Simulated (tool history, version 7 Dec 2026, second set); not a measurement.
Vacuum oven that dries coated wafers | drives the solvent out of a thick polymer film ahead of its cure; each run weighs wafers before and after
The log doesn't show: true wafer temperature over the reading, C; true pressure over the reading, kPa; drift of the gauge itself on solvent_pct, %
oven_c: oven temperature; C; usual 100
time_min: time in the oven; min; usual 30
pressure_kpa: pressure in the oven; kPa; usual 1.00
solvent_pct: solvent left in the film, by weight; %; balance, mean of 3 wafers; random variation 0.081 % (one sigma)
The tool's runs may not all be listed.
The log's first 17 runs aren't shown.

run	day	oven_c	time_min	pressure_kpa	hours of work since the thermocouples were calibrated	hours of work since the vacuum gauge was cleaned of residue	solvent_pct
18	37.767	100	30	3.84	303	1463	11.42
19	40.225	100	30	3.84	348	1508	11.51
20	41.679	100	19	1.04	375	1535	10.36
21	44.204	109	31	1.00	421	1581	4.08
22	46.121	109	31	1.32	456	1616	4.42
23	47.871	110	29	0.52	488	1649	3.57
# day 48.133: vacuum gauge cleaned of residue and calibrated
24	49.988	99	35	2.73	526	34	9.99
25	51.346	86	17	1.00	551	59	16.44
26	54.383	90	17	3.34	606	115	18.24
27	56.271	88	15	3.34	641	149	19.05
28	58.438	88	15	3.34	681	189	18.97
29	61.417	88	15	3.34	735	244	18.76
30	63.254	105	15	0.51	769	277	9.24
# day 65.667: vacuum gauge cleaned of residue and calibrated, once more
31	66.208	85	15	0.51	822	10	15.24
32	68.388	99	16	0.77	862	50	10.42
33	70.729	99	16	0.77	905	93	10.32
34	72.208	86	48	1.55	932	120	10.17
35	75.033	100	17	1.00	984	172	9.69
36	76.267	114	25	1.00	1006	194	2.49
37	78.600	101	17	0.73	1049	237	8.97

Forecast each of these 3 alternatives for the next run:
A	80.304	101	16	0.73	1080	268	?
B	80.304	108	30	1.00	1080	268	?
C	80.304	114	15	2.21	1080	268	?

run	solvent_pct
A	9.32
B	3.25
C	6.10
Without the tool's hidden state the same runs would have given:
run	solvent_pct
A	10.11
B	3.79
C	6.87
